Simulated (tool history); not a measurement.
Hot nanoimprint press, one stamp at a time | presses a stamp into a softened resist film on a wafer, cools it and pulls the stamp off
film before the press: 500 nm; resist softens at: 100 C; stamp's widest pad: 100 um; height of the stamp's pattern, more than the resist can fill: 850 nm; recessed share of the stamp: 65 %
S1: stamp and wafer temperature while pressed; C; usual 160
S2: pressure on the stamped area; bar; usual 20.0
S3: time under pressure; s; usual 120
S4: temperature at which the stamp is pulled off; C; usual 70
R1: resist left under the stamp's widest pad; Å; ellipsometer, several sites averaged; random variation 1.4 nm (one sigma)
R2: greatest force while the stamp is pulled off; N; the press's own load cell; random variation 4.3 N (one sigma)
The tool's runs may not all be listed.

run 1 hour=0.0 | S1=160 S2=20.0 S3=120 S4=70 | R1=2319 R2=208
run 2 hour=19.7 | S1=160 S2=20.0 S3=120 S4=70 | R1=2291 R2=209
run 3 hour=50.6 | S1=160 S2=20.0 S3=120 S4=70 | R1=2315 R2=214
run 4 hour=78.6 | S1=160 S2=20.0 S3=194 S4=70 | R1=1943 R2=212
run 5 hour=96.2 | S1=160 S2=28.3 S3=120 S4=70 | R1=1974 R2=214
run 6 hour=119.9 | S1=160 S2=28.3 S3=120 S4=70 | R1=1960 R2=215
run 7 hour=146.5 | S1=160 S2=20.0 S3=120 S4=70 | R1=2333 R2=212
-- hour=179.5 plate thermocouple calibrated
run 8 hour=188.9 | S1=160 S2=20.0 S3=120 S4=70 | R1=2323 R2=212
run 9 hour=210.8 | S1=160 S2=20.0 S3=166 S4=70 | R1=2053 R2=211
run 10 hour=232.9 | S1=160 S2=20.0 S3=62 S4=69 | R1=2863 R2=223
-- hour=250.3 press's hydraulic seals changed and the load cell set to zero
run 11 hour=262.6 | S1=154 S2=12.3 S3=62 S4=59 | R1=4190 R2=274
-- hour=275.1 stamp cleaned and given a new release coat
run 12 hour=296.5 | S1=154 S2=12.3 S3=62 S4=59 | R1=4233 R2=269
run 13 hour=319.7 | S1=154 S2=12.3 S3=62 S4=59 | R1=4243 R2=269
run 14 hour=348.4 | S1=158 S2=13.5 S3=62 S4=71 | R1=3636 R2=212
run 15 hour=365.6 | S1=158 S2=13.5 S3=62 S4=71 | R1=3639 R2=200
run 16 hour=393.3 | S1=158 S2=17.6 S3=139 S4=75 | R1=2606 R2=188
run 17 hour=413.6 | S1=169 S2=14.9 S3=133 S4=75 | R1=1535 R2=182
run 18 hour=450.5 | S1=169 S2=14.9 S3=133 S4=75 | R1=1551 R2=181

Forecast each of these 5 alternatives for the next run:
run A hour=485.1 | S1=169 S2=14.7 S3=133 S4=75 | R1=? R2=?
run B hour=485.1 | S1=155 S2=14.9 S3=133 S4=74 | R1=? R2=?
run C hour=485.1 | S1=169 S2=15.7 S3=107 S4=70 | R1=? R2=?
run D hour=485.1 | S1=156 S2=20.0 S3=120 S4=70 | R1=? R2=?
run E hour=485.1 | S1=169 S2=14.9 S3=178 S4=75 | R1=? R2=?

run=A R1=1551 R2=180
run=B R1=3324 R2=192
run=C R1=1640 R2=206
run=D R1=2859 R2=214
run=E R1=1355 R2=186
Without the tool's hidden state the same runs would have given:
run=A R1=1553 R2=179
run=B R1=3327 R2=191
run=C R1=1642 R2=204
run=D R1=2861 R2=212
run=E R1=1356 R2=184

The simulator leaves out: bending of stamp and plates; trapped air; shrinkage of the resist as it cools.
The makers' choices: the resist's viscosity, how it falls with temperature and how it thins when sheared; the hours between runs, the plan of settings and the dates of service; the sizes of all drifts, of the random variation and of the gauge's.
